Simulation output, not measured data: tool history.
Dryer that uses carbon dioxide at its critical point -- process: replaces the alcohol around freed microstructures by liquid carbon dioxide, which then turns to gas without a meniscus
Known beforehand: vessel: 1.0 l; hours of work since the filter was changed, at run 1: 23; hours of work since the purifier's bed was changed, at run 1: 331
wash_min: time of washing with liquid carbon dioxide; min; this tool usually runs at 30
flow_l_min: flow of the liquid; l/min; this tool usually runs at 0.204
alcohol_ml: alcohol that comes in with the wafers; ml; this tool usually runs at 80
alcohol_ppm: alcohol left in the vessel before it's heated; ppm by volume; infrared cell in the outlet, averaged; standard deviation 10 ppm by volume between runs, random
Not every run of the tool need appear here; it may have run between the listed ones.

run,hour,wash_min,flow_l_min,alcohol_ml,hours of work since the filter was changed,hours of work since the purifier's bed was changed,alcohol_ppm
1,0.0,30,0.204,80,23,331,694
2,18.5,30,0.204,80,31,340,710
3,36.2,30,0.204,80,40,348,722
4,53.0,30,0.204,80,48,356,756
5,84.2,30,0.204,80,62,371,770
6,98.2,30,0.204,80,69,378,794
7,117.6,30,0.204,114,78,387,1145
8,142.7,30,0.204,114,90,399,1175
9,173.9,19,0.204,80,105,414,4539
10,202.9,19,0.204,80,118,427,4642
11,227.4,30,0.204,80,130,439,940
12,246.6,33,0.204,80,139,448,623
13,262.4,29,0.204,80,147,455,1113
14,289.5,29,0.204,32,159,468,514
15,310.4,30,0.256,80,169,478,402
16,332.2,30,0.256,80,180,488,407
17,354.6,30,0.256,80,190,499,440
18,382.1,30,0.256,80,203,512,447
19,399.5,43,0.204,80,211,520,246
20,421.8,43,0.204,80,222,531,247
21,450.3,43,0.262,80,235,544,111
22,467.3,43,0.262,80,243,552,108
23,493.6,30,0.204,80,256,565,1328
24,521.4,38,0.204,80,269,578,516
# hour 544.4: purifier's bed changed
25,544.4,38,0.204,80,278,0,443
# hour 568.0: inlet filter changed
26,568.0,27,0.200,80,0,11,1081
27,597.3,30,0.241,31,14,25,112
28,626.5,30,0.241,31,28,38,127
29,640.0,26,0.204,21,34,45,334
30,657.6,27,0.207,101,42,53,1311
31,677.0,27,0.207,101,52,62,1391
32,699.1,19,0.204,80,62,73,4044
33,729.6,19,0.181,80,76,87,5818
34,750.9,21,0.329,43,86,97,283
35,770.2,32,0.240,40,96,106,138
36,801.6,39,0.185,31,110,121,161
37,816.7,37,0.164,38,118,128,426
38,833.1,30,0.204,53,125,136,610
39,855.5,30,0.146,22,136,147,867
40,880.8,30,0.146,22,148,159,883
41,897.9,30,0.146,22,156,167,880
42,923.5,30,0.146,22,168,179,927
43,944.9,24,0.176,80,178,189,3936
44,964.6,34,0.330,71,187,198,52
45,981.4,29,0.199,45,195,206,804
46,1010.3,29,0.199,45,209,220,822

How would selected steps in alcohol_ppm from run to run divide? Give the signed amount a tool lacking its hidden state would still show from settings, what came in and random variation, and the signed amount left for the hidden state, including any gauge scatter that is not in both of the compared results.
Hidden conditions of the tool in this case: flow that reaches the vessel past the clogged filter, %; alcohol in the recycled carbon dioxide, ppm; drift of the gauge itself on alcohol_ppm, %.
Run 10 -> 11: wash_min 19 -> 30. alcohol_ppm -3702 ppm by volume: hidden state -624, all else -3078.
Run 33 -> 34: wash_min 19 -> 21, flow_l_min 0.181 -> 0.329, alcohol_ml 80 -> 43. alcohol_ppm -5535 ppm by volume: hidden state -657, all else -4878.
Run 42 -> 43: wash_min 30 -> 24, flow_l_min 0.146 -> 0.176, alcohol_ml 22 -> 80. alcohol_ppm +3009 ppm by volume: hidden state +919, all else +2090.
Run 43 -> 44: wash_min 24 -> 34, flow_l_min 0.176 -> 0.330, alcohol_ml 80 -> 71. alcohol_ppm -3884 ppm by volume: hidden state -1169, all else -2715.

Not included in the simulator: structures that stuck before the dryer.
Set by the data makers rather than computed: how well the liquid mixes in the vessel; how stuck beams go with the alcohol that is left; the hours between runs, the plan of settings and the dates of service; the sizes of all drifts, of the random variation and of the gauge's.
